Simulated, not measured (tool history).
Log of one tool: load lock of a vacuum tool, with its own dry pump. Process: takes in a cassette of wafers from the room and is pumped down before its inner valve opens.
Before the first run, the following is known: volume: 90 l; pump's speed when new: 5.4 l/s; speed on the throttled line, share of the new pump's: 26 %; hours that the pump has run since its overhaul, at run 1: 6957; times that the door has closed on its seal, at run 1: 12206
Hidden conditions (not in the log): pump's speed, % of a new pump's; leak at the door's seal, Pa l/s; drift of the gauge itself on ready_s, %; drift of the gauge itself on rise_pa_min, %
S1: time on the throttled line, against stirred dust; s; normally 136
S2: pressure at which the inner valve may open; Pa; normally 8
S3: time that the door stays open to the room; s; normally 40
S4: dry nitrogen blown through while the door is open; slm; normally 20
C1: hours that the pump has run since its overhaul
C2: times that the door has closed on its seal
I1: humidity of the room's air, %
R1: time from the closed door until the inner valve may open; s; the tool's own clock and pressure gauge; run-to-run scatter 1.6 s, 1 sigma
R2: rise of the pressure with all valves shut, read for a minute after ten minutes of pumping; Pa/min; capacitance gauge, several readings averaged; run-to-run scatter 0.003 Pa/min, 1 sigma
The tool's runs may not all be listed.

run 1 hour=0 | S1=136 S2=8 S3=40 S4=20 | C1=6957 C2=12206 | I1=47.6 | R1=268.3 R2=0.153
run 2 hour=119.1 | S1=136 S2=8 S3=40 S4=20 | C1=7076 C2=12563 | I1=44.7 | R1=267.9 R2=0.161
run 3 hour=214.6 | S1=136 S2=8 S3=40 S4=20 | C1=7172 C2=12848 | I1=41.6 | R1=267.7 R2=0.164
run 4 hour=363.3 | S1=136 S2=8 S3=40 S4=20 | C1=7320 C2=13293 | I1=44 | R1=266.6 R2=0.164
run 5 hour=498.4 | S1=136 S2=8 S3=40 S4=20 | C1=7456 C2=13697 | I1=44.5 | R1=267.2 R2=0.18
run 6 hour=629.7 | S1=136 S2=8 S3=40 S4=7 | C1=7587 C2=14089 | I1=45.3 | R1=265.9 R2=0.193
run 7 hour=774.5 | S1=136 S2=8 S3=83 S4=20 | C1=7732 C2=14522 | I1=41.9 | R1=267.6 R2=0.205
run 8 hour=956.9 | S1=136 S2=8 S3=83 S4=20 | C1=7914 C2=15068 | I1=47.6 | R1=270.2 R2=0.213
run 9 hour=1082.6 | S1=136 S2=8 S3=83 S4=20 | C1=8040 C2=15444 | I1=40.6 | R1=270.3 R2=0.219
run 10 hour=1190.8 | S1=99 S2=8 S3=40 S4=20 | C1=8148 C2=15767 | I1=45.7 | R1=241.4 R2=0.212
run 11 hour=1374.2 | S1=99 S2=8 S3=40 S4=20 | C1=8331 C2=16316 | I1=45.8 | R1=241.6 R2=0.221
run 12 hour=1481.2 | S1=262 S2=13 S3=89 S4=5 | C1=8438 C2=16636 | I1=45.2 | R1=348.2 R2=0.253
run 13 hour=1557 | S1=262 S2=13 S3=66 S4=5 | C1=8514 C2=16862 | I1=45 | R1=350.6 R2=0.255
run 14 hour=1682.4 | S1=69 S2=8 S3=40 S4=20 | C1=8640 C2=17238 | I1=46 | R1=219.5 R2=0.242
run 15 hour=1778.5 | S1=69 S2=8 S3=40 S4=20 | C1=8736 C2=17525 | I1=46.5 | R1=220.8 R2=0.252

5 options for the next run, each taken on its own from the tool as it stands now. Forecast them:
run A hour=1881.2 | S1=97 S2=15 S3=40 S4=20 | C1=8838 C2=17832 | I1=47 | R1=? R2=?
run B hour=1881.2 | S1=142 S2=8 S3=40 S4=20 | C1=8838 C2=17832 | I1=44.5 | R1=? R2=?
run C hour=1881.2 | S1=69 S2=8 S3=130 S4=26 | C1=8838 C2=17832 | I1=48.2 | R1=? R2=?
run D hour=1881.2 | S1=94 S2=8 S3=184 S4=20 | C1=8838 C2=17832 | I1=45 | R1=? R2=?
run E hour=1881.2 | S1=69 S2=8 S3=40 S4=7 | C1=8838 C2=17832 | I1=42.3 | R1=? R2=?

run=A R1=230 R2=0.251
run=B R1=270.8 R2=0.25
run=C R1=221.8 R2=0.271
run=D R1=240.6 R2=0.286
run=E R1=221.3 R2=0.259
With the hidden condition removed and each run's random variation left untouched, the same runs would have given:
run=A R1=220.8 R2=0.013
run=B R1=262.1 R2=0.016
run=C R1=211.2 R2=0.035
run=D R1=230.8 R2=0.054
run=E R1=210.7 R2=0.023
